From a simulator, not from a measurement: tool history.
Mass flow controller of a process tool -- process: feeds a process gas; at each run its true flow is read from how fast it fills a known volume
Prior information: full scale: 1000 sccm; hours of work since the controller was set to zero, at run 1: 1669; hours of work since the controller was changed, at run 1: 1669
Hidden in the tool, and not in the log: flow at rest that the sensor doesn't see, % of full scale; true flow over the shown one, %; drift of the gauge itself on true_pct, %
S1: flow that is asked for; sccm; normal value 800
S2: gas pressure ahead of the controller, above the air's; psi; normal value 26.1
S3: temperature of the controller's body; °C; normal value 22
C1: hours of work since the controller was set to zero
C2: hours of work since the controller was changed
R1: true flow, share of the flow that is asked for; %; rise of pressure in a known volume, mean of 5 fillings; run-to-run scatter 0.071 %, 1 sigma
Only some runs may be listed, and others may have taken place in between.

run	hour	S1	S2	S3	C1	C2	R1
1	0	800	26.1	22	1669	1669	99.79
2	41.2	800	26.1	22	1693	1693	99.7
3	130.6	800	26.1	22	1744	1744	99.6
4	209.4	800	26.1	22	1789	1789	99.71
5	304.6	800	26.1	22	1844	1844	99.54
6	351.1	800	26.1	34	1871	1871	98.25
7	394.2	800	24.2	22	1895	1895	99.45
8	447.6	800	21.5	22	1926	1926	99.51
9	487	800	21.5	22	1949	1949	99.66
10	558	520	26.1	22	1989	1989	98.34
11	629.6	520	26.1	22	2030	2030	98.31
12	669.3	180	26.1	32	2053	2053	96.08

For run 13, what comes out?
13	713.7	286	26.7	33	2079	2079	?

{"run 13": {"R1": 96.19}}
With no hidden state in the tool, this same run would have given R1 96.92 %.
